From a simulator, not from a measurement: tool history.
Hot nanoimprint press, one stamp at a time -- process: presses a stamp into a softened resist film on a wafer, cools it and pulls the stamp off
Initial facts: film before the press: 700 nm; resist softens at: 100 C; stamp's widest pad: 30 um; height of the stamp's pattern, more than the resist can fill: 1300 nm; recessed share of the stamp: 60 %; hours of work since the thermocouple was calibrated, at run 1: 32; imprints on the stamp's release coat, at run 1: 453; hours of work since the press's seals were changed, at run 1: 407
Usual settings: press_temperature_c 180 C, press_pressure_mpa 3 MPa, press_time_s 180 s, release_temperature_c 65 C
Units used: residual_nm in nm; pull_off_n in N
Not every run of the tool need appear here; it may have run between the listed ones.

run	hour	press_temperature_c	press_pressure_mpa	press_time_s	release_temperature_c	hours of work since the thermocouple was calibrated	imprints on the stamp's release coat	hours of work since the press's seals were changed	residual_nm	pull_off_n
1	0	180	3	180	65	32	453	407	334.2	189
# hour 21: stamp cleaned and given a new release coat
2	36.3	180	3	180	65	56	73	431	334.6	169
3	62.6	180	3	180	65	77	198	452	333.4	172
4	88.3	180	3	180	65	97	321	472	332.5	177
5	111.9	180	3	180	65	116	433	491	332.9	180
# hour 137.7: stamp cleaned and given a new release coat
6	163.9	180	3	180	65	152	125	527	331.9	164
7	197.1	180	3	180	52	178	283	553	331.5	201
8	224.1	180	3	180	52	199	412	574	330	205
# hour 254: stamp cleaned and given a new release coat
9	265.9	173	3	180	65	227	57	603	388.9	169
10	313.7	173	3	180	65	265	284	640	386.5	171
11	359.8	173	3	180	65	301	504	677	385.1	186
# hour 372: stamp cleaned and given a new release coat
12	406.5	180	3	180	67	334	164	709	327.5	170
13	428.5	180	3	180	67	351	269	726	328.4	170
14	462	180	3	180	67	377	429	752	327.3	172
# hour 468.4: plate thermocouple calibrated
# hour 490.6: stamp cleaned and given a new release coat
15	494.6	180	3	180	67	16	19	771	320.5	161
16	519.9	174	4.39	180	65	36	140	791	299	167
17	563	180	2.68	175	68	70	345	825	342.4	168
# hour 606.6: stamp cleaned and given a new release coat
18	615.6	180	4.22	122	72	107	42	862	299.6	151
19	659.8	172	3.67	122	72	141	253	896	385.8	160
20	684.1	187	3.67	122	57	161	369	916	276.2	190
# hour 715.3: plate thermocouple calibrated, once more
21	715.3	180	3	255	59	0	503	938	302.9	193
# hour 725.4: stamp cleaned and given a new release coat
22	770.2	181	3	99	59	39	213	976	396.4	184
23	815	189	4.18	186	63	74	426	1012	227.5	186
# hour 842.4: stamp cleaned and given a new release coat
24	863.8	189	4.18	186	63	108	102	1045	226.5	169
25	905.5	189	4.23	186	68	140	301	1078	224.2	172
26	943.5	189	4.23	186	68	170	482	1108	223.8	180
# hour 959: stamp cleaned and given a new release coat
27	974.6	173	3.59	168	68	190	74	1128	366.1	167
28	1020.5	173	3.59	168	68	226	292	1164	365.5	173

4 options for the next run, each taken on its own from the tool as it stands now. Forecast them:
A	1051.8	189	3.14	168	58	251	441	1189	?	?
B	1051.8	170	3	123	59	251	441	1189	?	?
C	1051.8	174	3	180	65	251	441	1189	?	?
D	1051.8	176	3	180	65	251	441	1189	?	?

run	residual_nm	pull_off_n
A	273.2	198
B	461	191
C	382.2	181
D	364.9	184
Take away the tool's hidden state, keep each run's random variation, and the runs would have read:
run	residual_nm	pull_off_n
A	272.3	180
B	462.2	174
C	382.9	165
D	365.4	168
